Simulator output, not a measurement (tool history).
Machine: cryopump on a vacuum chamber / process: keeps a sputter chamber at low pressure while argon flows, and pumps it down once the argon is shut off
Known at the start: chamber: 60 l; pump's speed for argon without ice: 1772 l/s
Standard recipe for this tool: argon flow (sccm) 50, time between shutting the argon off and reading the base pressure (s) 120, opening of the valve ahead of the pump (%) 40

run	day	argon flow (sccm)	time between shutting the argon off and reading the base pressure (s)	opening of the valve ahead of the pump (%)	pressure while argon flows (Pa)	pressure after the wait (uPa)
1	0	50	120	40	0.1294	1.68
2	1.954	50	120	19	0.2616	1.69
3	3.879	50	120	19	0.2619	1.7
4	6.017	50	120	42	0.1257	1.75
5	8.1	50	127	42	0.1269	1.74
# day 8.604: pump warmed up, emptied and cooled again
6	9.754	50	127	42	0.1151	1.54
7	10.771	50	69	42	0.1143	2
8	11.788	50	69	42	0.1156	1.99
9	12.729	50	247	40	0.1211	1.33
10	14.512	50	247	40	0.122	1.35
11	16.162	72	247	40	0.1755	1.41
12	17.938	72	247	40	0.1768	1.45
13	19.012	65	219	53	0.1204	1.5
14	20.592	59	120	40	0.1454	1.74
15	21.679	60	20	16	0.3633	4.05

Estimate the outcome of run 16 from the log above:
16	23.188	60	20	16	?	?

{"run 16": {"pressure while argon flows (Pa)": 0.3613, "pressure after the wait (uPa)": 4.16}}
If the tool had no hidden condition, the same run with the same run-to-run variation would have returned pressure while argon flows (Pa) 0.3557, pressure after the wait (uPa) 3.01.

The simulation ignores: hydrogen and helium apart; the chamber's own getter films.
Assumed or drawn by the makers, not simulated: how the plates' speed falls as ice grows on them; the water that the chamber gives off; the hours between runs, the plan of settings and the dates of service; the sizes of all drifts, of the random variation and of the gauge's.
